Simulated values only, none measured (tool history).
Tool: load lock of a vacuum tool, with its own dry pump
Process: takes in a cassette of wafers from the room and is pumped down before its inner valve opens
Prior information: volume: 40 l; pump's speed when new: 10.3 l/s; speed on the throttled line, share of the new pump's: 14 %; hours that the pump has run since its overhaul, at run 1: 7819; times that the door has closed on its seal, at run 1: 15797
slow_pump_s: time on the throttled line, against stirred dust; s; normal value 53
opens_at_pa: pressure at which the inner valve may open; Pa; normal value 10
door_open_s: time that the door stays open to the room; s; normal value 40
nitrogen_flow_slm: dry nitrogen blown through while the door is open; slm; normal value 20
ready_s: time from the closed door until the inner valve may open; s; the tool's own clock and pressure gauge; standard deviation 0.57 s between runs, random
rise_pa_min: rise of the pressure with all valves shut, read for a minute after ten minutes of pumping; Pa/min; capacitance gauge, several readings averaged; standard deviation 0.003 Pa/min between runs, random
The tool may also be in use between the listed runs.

| run | hour | slow_pump_s | opens_at_pa | door_open_s | nitrogen_flow_slm | hours that the pump has run since its overhaul | times that the door has closed on its seal | incoming humidity of the room's air, % | ready_s | rise_pa_min |
|---|---|---|---|---|---|---|---|---|---|---|
| 1 | 0.0 | 53 | 10 | 40 | 20 | 7819 | 15797 | 44.2 | 84.9 | 0.136 |
| 2 | 95.2 | 53 | 10 | 95 | 20 | 7914 | 16242 | 45.6 | 84.6 | 0.151 |
| 3 | 262.5 | 53 | 10 | 40 | 20 | 8081 | 17024 | 44.1 | 85.1 | 0.146 |
| 4 | 375.6 | 53 | 10 | 40 | 37 | 8194 | 17553 | 45.3 | 84.8 | 0.152 |
| 5 | 464.0 | 53 | 10 | 40 | 37 | 8283 | 17966 | 47.7 | 86.5 | 0.144 |
| 6 | 598.2 | 53 | 10 | 40 | 34 | 8417 | 18593 | 45.2 | 85.2 | 0.160 |
| 7 | 768.6 | 53 | 10 | 40 | 34 | 8587 | 19389 | 44.2 | 86.1 | 0.175 |
| 8 | 863.2 | 53 | 10 | 38 | 20 | 8682 | 19831 | 44.2 | 85.8 | 0.179 |
| 9 | 1036.0 | 53 | 10 | 38 | 20 | 8855 | 20638 | 43.7 | 86.7 | 0.193 |
| 10 | 1206.2 | 53 | 10 | 38 | 20 | 9025 | 21434 | 42.6 | 85.1 | 0.207 |
| 11 | 1328.4 | 53 | 10 | 38 | 20 | 9147 | 22004 | 48.3 | 86.3 | 0.221 |
| 12 | 1486.2 | 53 | 10 | 38 | 20 | 9305 | 22742 | 42.7 | 86.3 | 0.236 |
| 13 | 1639.1 | 53 | 10 | 38 | 20 | 9458 | 23456 | 46.7 | 86.6 | 0.239 |
| 14 | 1831.4 | 53 | 10 | 38 | 20 | 9650 | 24355 | 49.9 | 87.1 | 0.263 |
| 15 | 2020.4 | 53 | 10 | 38 | 20 | 9839 | 25238 | 44.9 | 86.3 | 0.268 |
| 16 | 2196.7 | 33 | 10 | 33 | 38 | 10015 | 26062 | 47.2 | 70.1 | 0.279 |
| 17 | 2288.6 | 26 | 13 | 84 | 20 | 10107 | 26491 | 50.0 | 62.6 | 0.317 |
| 18 | 2394.7 | 82 | 15 | 36 | 25 | 10213 | 26987 | 46.6 | 107.8 | 0.306 |
| 19 | 2536.9 | 82 | 15 | 36 | 25 | 10355 | 27651 | 45.3 | 107.9 | 0.307 |
| 20 | 2629.6 | 94 | 15 | 36 | 13 | 10448 | 28084 | 44.9 | 117.9 | 0.339 |
| 21 | 2775.9 | 94 | 15 | 36 | 13 | 10594 | 28768 | 45.3 | 118.2 | 0.346 |
|  | 2833.4 | door's seal changed, seat wiped |
| 22 | 2883.3 | 94 | 15 | 36 | 13 | 10700 | 233 | 43.7 | 119.1 | 0.021 |
| 23 | 3036.7 | 94 | 10 | 36 | 13 | 10854 | 950 | 46.1 | 121.5 | 0.024 |
| 24 | 3149.7 | 94 | 10 | 36 | 13 | 10967 | 1478 | 44.8 | 122.8 | 0.032 |
| 25 | 3246.6 | 68 | 10 | 237 | 13 | 11064 | 1930 | 45.4 | 98.7 | 0.099 |
| 26 | 3443.8 | 68 | 10 | 237 | 13 | 11261 | 2852 | 43.9 | 99.1 | 0.097 |
| 27 | 3561.1 | 80 | 16 | 237 | 13 | 11378 | 3400 | 43.1 | 108.5 | 0.099 |
| 28 | 3759.8 | 53 | 8 | 40 | 20 | 11577 | 4329 | 42.0 | 88.2 | 0.039 |
| 29 | 3962.9 | 53 | 8 | 131 | 6 | 11780 | 5278 | 47.6 | 88.8 | 0.102 |
| 30 | 4103.9 | 68 | 20 | 45 | 24 | 11921 | 5936 | 48.0 | 97.1 | 0.056 |

The same runs without the tool's hidden state, with the same run-to-run variation:
What the log doesn't record here: pump's speed, % of a new pump's; leak at the door's seal, Pa l/s; drift of the gauge itself on ready_s, %; drift of the gauge itself on rise_pa_min, %.
| run | ready_s | rise_pa_min |
|---|---|---|
| 1 | 81.2 | 0.026 |
| 2 | 81.0 | 0.037 |
| 3 | 81.4 | 0.020 |
| 4 | 81.0 | 0.019 |
| 5 | 82.6 | 0.009 |
| 6 | 81.2 | 0.017 |
| 7 | 82.0 | 0.019 |
| 8 | 81.6 | 0.016 |
| 9 | 82.5 | 0.018 |
| 10 | 80.8 | 0.018 |
| 11 | 81.9 | 0.021 |
| 12 | 81.9 | 0.024 |
| 13 | 82.0 | 0.015 |
| 14 | 82.4 | 0.024 |
| 15 | 81.5 | 0.016 |
| 16 | 64.8 | 0.010 |
| 17 | 57.1 | 0.038 |
| 18 | 103.8 | 0.015 |
| 19 | 103.8 | 0.013 |
| 20 | 114.1 | 0.027 |
| 21 | 114.3 | 0.024 |
| 22 | 115.2 | 0.021 |
| 23 | 117.2 | 0.021 |
| 24 | 118.4 | 0.027 |
| 25 | 93.7 | 0.091 |
| 26 | 94.0 | 0.085 |
| 27 | 103.8 | 0.085 |
| 28 | 82.2 | 0.019 |
| 29 | 82.6 | 0.075 |
| 30 | 92.2 | 0.025 |

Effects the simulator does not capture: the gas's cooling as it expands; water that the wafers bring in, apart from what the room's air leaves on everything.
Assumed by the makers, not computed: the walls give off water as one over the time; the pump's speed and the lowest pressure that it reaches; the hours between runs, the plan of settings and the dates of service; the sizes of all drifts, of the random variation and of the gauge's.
